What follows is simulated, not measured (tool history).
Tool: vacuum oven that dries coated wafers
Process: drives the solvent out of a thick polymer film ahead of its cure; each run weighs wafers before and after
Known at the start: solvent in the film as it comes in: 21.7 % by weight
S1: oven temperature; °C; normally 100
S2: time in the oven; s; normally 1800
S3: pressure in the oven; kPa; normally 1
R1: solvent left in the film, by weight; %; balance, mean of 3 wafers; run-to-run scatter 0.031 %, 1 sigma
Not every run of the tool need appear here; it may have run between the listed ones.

run     day   S1    S2    S3    R1
  1       0  100  1800     1  3.17
  2   2.242  100  1800  3.32  4.04
  3   5.183   98  1800     1  3.72
  4   7.025   98  1800  2.74  4.39
  5   9.796   98  1800  2.74  4.41
  6  11.438   98  1800  2.74  4.36
  7  12.958   98  1800  1.35  3.89
  8  15.225   98  1800  1.35  3.96
  9  17.262   98  1800  0.62  3.68
 10  18.783   98  1800  0.62  3.61
 11  21.171   98  1800  0.62  3.67
 12  23.312  100  1800  2.11  3.78
 13  25.596  100  1800  2.11  3.72
 14  28.375  100  3120  2.36  1.83
 15    30.6  114  3060     1  0.39
 16  32.629   91  3060  1.11   3.1
 17  35.096  105  3000   1.4  1.05
 18  37.317  100  2580  0.66  1.76
 19   40.35  109  1980   2.1  1.68
 20  42.454  114  1500  0.77  1.46
 21  45.458  114  1500  0.77  1.43

Branching from run 21: 5 alternative next runs. What would each branch give?
  A  48.5  100  1500  0.77   ?
  B  48.5  112  1020     1   ?
  C  48.5  110  1500  3.04   ?
  D  48.5  108  2220     1   ?
  E  48.5   95  1020  0.66   ?

run    R1
  A  4.47
  B  3.59
  C  2.72
  D  1.22
  E  8.19
With the hidden condition removed and each run's random variation left untouched, the same runs would have given:
run    R1
  A  3.82
  B  3.05
  C  2.26
  D   0.9
  E  7.49
